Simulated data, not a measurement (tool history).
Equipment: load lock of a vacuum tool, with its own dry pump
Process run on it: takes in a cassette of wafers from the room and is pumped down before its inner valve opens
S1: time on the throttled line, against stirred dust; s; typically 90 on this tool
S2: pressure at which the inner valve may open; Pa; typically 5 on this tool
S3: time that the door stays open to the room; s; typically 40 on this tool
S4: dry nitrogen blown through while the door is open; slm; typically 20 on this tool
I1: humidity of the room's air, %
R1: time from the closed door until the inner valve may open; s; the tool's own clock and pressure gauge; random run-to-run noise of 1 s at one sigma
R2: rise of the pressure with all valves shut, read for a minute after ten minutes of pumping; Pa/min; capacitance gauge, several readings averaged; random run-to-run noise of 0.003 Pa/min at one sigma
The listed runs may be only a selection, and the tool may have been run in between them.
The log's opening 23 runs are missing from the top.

run 24 hour=4097.7 | S1=72 S2=6 S3=38 S4=6 | I1=47.7 | R1=147.5 R2=0.153
run 25 hour=4277.3 | S1=72 S2=6 S3=38 S4=6 | I1=46.8 | R1=147.5 R2=0.159
run 26 hour=4383.4 | S1=72 S2=6 S3=38 S4=6 | I1=44.6 | R1=146.9 R2=0.156
run 27 hour=4533.5 | S1=72 S2=6 S3=38 S4=6 | I1=43.0 | R1=148.9 R2=0.156
run 28 hour=4736.2 | S1=72 S2=6 S3=38 S4=6 | I1=48.1 | R1=147.4 R2=0.164
run 29 hour=4869.5 | S1=66 S2=8 S3=33 S4=14 | I1=45.8 | R1=140.4 R2=0.164
run 30 hour=4980.2 | S1=66 S2=6 S3=33 S4=14 | I1=41.5 | R1=143.1 R2=0.167
run 31 hour=5197.9 | S1=62 S2=6 S3=33 S4=10 | I1=45.7 | R1=139.9 R2=0.178
run 32 hour=5431.7 | S1=62 S2=6 S3=33 S4=10 | I1=45.6 | R1=140.7 R2=0.184

Forecast each of these 5 alternatives for the next run:
run A hour=5564.8 | S1=129 S2=6 S3=40 S4=6 | I1=44.1 | R1=? R2=?
run B hour=5564.8 | S1=52 S2=5 S3=91 S4=41 | I1=47.1 | R1=? R2=?
run C hour=5564.8 | S1=175 S2=6 S3=33 S4=15 | I1=42.8 | R1=? R2=?
run D hour=5564.8 | S1=70 S2=5 S3=168 S4=20 | I1=43.1 | R1=? R2=?
run E hour=5564.8 | S1=88 S2=7 S3=33 S4=10 | I1=48.6 | R1=? R2=?

run=A R1=193.6 R2=0.202
run=B R1=133.5 R2=0.193
run=C R1=230.2 R2=0.187
run=D R1=148.9 R2=0.202
run=E R1=159.5 R2=0.192
With the hidden condition removed and each run's random variation left untouched, the same runs would have given:
run=A R1=189.7 R2=0.040
run=B R1=128.8 R2=0.031
run=C R1=227.0 R2=0.026
run=D R1=144.2 R2=0.041
run=E R1=155.2 R2=0.032
